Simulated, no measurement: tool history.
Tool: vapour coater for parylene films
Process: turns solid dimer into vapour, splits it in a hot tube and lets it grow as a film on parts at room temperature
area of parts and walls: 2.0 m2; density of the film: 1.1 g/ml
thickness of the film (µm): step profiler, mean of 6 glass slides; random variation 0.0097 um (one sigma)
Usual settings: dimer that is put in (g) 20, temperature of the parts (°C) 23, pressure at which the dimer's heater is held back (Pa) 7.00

run,hour,dimer that is put in (g),temperature of the parts (°C),pressure at which the dimer's heater is held back (Pa),thickness of the film (µm)
1,0.0,20,23,7.00,5.322
2,20.5,20,23,7.00,5.318
3,32.3,20,23,7.00,5.304
4,51.5,20,23,2.19,6.204
5,64.0,20,23,2.19,6.212
6,80.4,20,23,2.19,6.458
7,90.6,20,27,7.00,5.071
8,110.6,20,34,7.00,4.350
9,127.6,20,34,7.00,4.346
10,142.5,12,34,7.00,2.615
11,162.2,11,34,7.00,2.385
12,182.6,20,34,7.00,4.357
13,193.5,20,34,7.00,4.352
14,213.0,20,34,7.00,4.364
15,229.5,9,33,7.21,1.993
16,248.3,13,23,2.12,4.209
17,259.1,13,23,2.12,4.197
18,279.3,13,23,2.12,4.215
19,298.3,21,29,9.85,4.845
20,308.3,21,29,9.85,4.839
21,322.2,26,16,4.84,8.730
22,338.2,26,16,4.84,8.717
23,354.2,26,20,3.47,8.364
24,374.6,21,27,7.00,5.276
25,390.4,9,23,7.00,2.466
26,408.5,20,17,2.63,7.114

Taken out of this log: 1 entry between the listed runs. Where each belongs, and how the hidden state differs across it:
Between runs 5 and 6: trap's valve overhauled (hour 69.2)
  vapour lost through the trap's worn valve, %: 4.1 -> 0.2; true temperature of the parts over the reading, C: -0.24 -> -0.25
  measured less the result without the state, thickness of the film (µm): -0.235 -> +0.024
